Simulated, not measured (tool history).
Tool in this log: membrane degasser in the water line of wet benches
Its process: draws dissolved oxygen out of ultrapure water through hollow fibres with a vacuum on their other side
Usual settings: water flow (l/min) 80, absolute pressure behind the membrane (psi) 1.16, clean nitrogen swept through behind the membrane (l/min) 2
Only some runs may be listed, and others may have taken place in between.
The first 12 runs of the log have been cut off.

run,hour,water flow (l/min),absolute pressure behind the membrane (psi),clean nitrogen swept through behind the membrane (l/min),dissolved oxygen in the water behind the degasser (ppb),pressure that the water loses in the fibres (psi)
13,2377.3,80,1.16,2,381.8,3.973
14,2609,116,1.16,2,511,5.726
15,2824.5,116,1.16,2,513.7,5.748
16,3030.1,85,1.16,2,404,4.199
17,3184.4,68,1.16,2,337.9,3.362
18,3285.8,80,2.843,4.25,661.4,3.962
# hour 3490.4: vacuum gauge calibrated
19,3491.2,124,2.843,3.53,1069.5,6.192
20,3718.7,65,1.432,3.52,275.1,3.244
21,3886.7,65,1.432,3.52,276.8,3.231
22,4003.9,49,1.432,5.68,138.7,2.422
23,4195.9,49,1.432,5.68,136.2,2.409
24,4375.9,122,1.141,2,506.6,6.105
25,4542.4,56,0.743,2,117.8,2.782
26,4654.3,94,2.651,2.84,962.1,4.695
27,4889.8,80,0.963,2,282.1,3.987
28,5081.9,111,1.5,2,711.5,5.516
29,5313.4,102,2.267,2.65,895.3,5.131
30,5443.1,102,2.267,2.65,902.8,5.105
31,5574.7,103,2.875,2.65,1167.5,5.146
32,5809.1,103,2.875,2.65,1160.2,5.187
33,5997.9,103,2.875,2.65,1168.4,5.204

Consider 3 possible next runs. They are alternatives, not a sequence: every one starts from the tool as it was left by run 33. What does each give?
A,6112.4,67,2.564,4.54,?,?
B,6112.4,53,1.23,2.65,?,?
C,6112.4,68,2.875,2.4,?,?

run,dissolved oxygen in the water behind the degasser (ppb),pressure that the water loses in the fibres (psi)
A,474,3.343
B,233.8,2.696
C,913.8,3.411
With the hidden condition removed and each run's random variation left untouched, the same runs would have given:
run,dissolved oxygen in the water behind the degasser (ppb),pressure that the water loses in the fibres (psi)
A,468.4,3.091
B,229.4,2.496
C,907.1,3.153
